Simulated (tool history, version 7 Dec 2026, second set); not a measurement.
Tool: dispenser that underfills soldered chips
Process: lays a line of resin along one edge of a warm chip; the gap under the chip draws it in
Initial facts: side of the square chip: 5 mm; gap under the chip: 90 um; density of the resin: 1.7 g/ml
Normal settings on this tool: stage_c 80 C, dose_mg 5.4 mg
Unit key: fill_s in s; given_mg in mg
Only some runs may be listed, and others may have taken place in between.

run 1 hour=0 | stage_c=80 dose_mg=5.4 | fill_s=16.4 given_mg=5.15
-- hour=4.4 new syringe of resin
-- hour=9.3 dispensing valve cleaned and set on the balance
run 2 hour=14.1 | stage_c=80 dose_mg=5.4 | fill_s=14.6 given_mg=5.39
-- hour=19.2 new syringe of resin
run 3 hour=19.9 | stage_c=80 dose_mg=5.4 | fill_s=10.6 given_mg=5.32
run 4 hour=26.3 | stage_c=80 dose_mg=5.7 | fill_s=13.4 given_mg=5.67
run 5 hour=31.9 | stage_c=80 dose_mg=5.7 | fill_s=16.7 given_mg=5.67
-- hour=33.6 new syringe of resin
run 6 hour=42.6 | stage_c=80 dose_mg=5.7 | fill_s=15.1 given_mg=5.61
-- hour=48.2 new syringe of resin
run 7 hour=53.5 | stage_c=80 dose_mg=5.7 | fill_s=12.4 given_mg=5.55
run 8 hour=60.4 | stage_c=80 dose_mg=6.89 | fill_s=16.7 given_mg=6.67
-- hour=62.7 new syringe of resin
run 9 hour=69.4 | stage_c=80 dose_mg=4.67 | fill_s=14.8 given_mg=4.52
-- hour=76.7 new syringe of resin
run 10 hour=80.4 | stage_c=80 dose_mg=4.67 | fill_s=12.6 given_mg=4.49
run 11 hour=89.3 | stage_c=80 dose_mg=4.67 | fill_s=18.4 given_mg=4.48
-- hour=91.3 new syringe of resin
run 12 hour=98.9 | stage_c=80 dose_mg=4.67 | fill_s=14.6 given_mg=4.44
-- hour=102.9 dispensing valve cleaned and set on the balance
-- hour=106.2 new syringe of resin
run 13 hour=106.2 | stage_c=80 dose_mg=4.67 | fill_s=11 given_mg=4.69
run 14 hour=111.5 | stage_c=80 dose_mg=5.4 | fill_s=12.6 given_mg=5.38
-- hour=120.2 new syringe of resin
run 15 hour=120.5 | stage_c=80 dose_mg=5.4 | fill_s=10.3 given_mg=5.34
run 16 hour=133.2 | stage_c=85 dose_mg=4.77 | fill_s=15.2 given_mg=4.67
-- hour=134.2 new syringe of resin
run 17 hour=142.4 | stage_c=85 dose_mg=6.15 | fill_s=10.9 given_mg=6
-- hour=148.2 new syringe of resin
run 18 hour=152.2 | stage_c=67 dose_mg=6.98 | fill_s=21.7 given_mg=6.79
run 19 hour=160.9 | stage_c=67 dose_mg=6.98 | fill_s=30.7 given_mg=6.8
-- hour=162.1 new syringe of resin
run 20 hour=168.2 | stage_c=86 dose_mg=5.54 | fill_s=10.3 given_mg=5.32
-- hour=175.8 new syringe of resin
run 21 hour=179.8 | stage_c=92 dose_mg=6 | fill_s=6.9 given_mg=5.77
run 22 hour=185.5 | stage_c=76 dose_mg=5.89 | fill_s=17.9 given_mg=5.64
-- hour=190.5 new syringe of resin
-- hour=197.1 dispensing valve cleaned and set on the balance
run 23 hour=199 | stage_c=76 dose_mg=6.07 | fill_s=16.6 given_mg=6.04
-- hour=205.2 new syringe of resin
run 24 hour=206.9 | stage_c=76 dose_mg=6.07 | fill_s=13.5 given_mg=6.01
run 25 hour=216.7 | stage_c=76 dose_mg=4.64 | fill_s=20.4 given_mg=4.59
-- hour=219.3 new syringe of resin
run 26 hour=224.2 | stage_c=94 dose_mg=5.32 | fill_s=6.7 given_mg=5.25
run 27 hour=230.5 | stage_c=88 dose_mg=6.52 | fill_s=10.5 given_mg=6.38

Selected run-to-run steps in fill_s, each split into two signed amounts: the part the tool would show with no hidden state at all (from settings, incoming material and random variation), and the remainder, which goes to the hidden state together with any gauge scatter not common to the measured and the hidden-state-free results:
Unlogged tool condition in this case: resin's viscosity, % of fresh resin's; dose that the valve gives, % of what is set; true chip temperature over the reading, C; drift of the gauge itself on fill_s, %; drift of the gauge itself on given_mg, %.
Run 18 -> 19: nothing adjusted, nothing logged. fill_s +9 s: hidden state +9, all else +0.
Run 19 -> 20: stage_c 67 -> 86, dose_mg 6.98 -> 5.54, new syringe of resin. fill_s -20.4 s: hidden state -8.9, all else -11.5.
Run 25 -> 26: stage_c 76 -> 94, dose_mg 4.64 -> 5.32, new syringe of resin. fill_s -13.7 s: hidden state -5.5, all else -8.2.

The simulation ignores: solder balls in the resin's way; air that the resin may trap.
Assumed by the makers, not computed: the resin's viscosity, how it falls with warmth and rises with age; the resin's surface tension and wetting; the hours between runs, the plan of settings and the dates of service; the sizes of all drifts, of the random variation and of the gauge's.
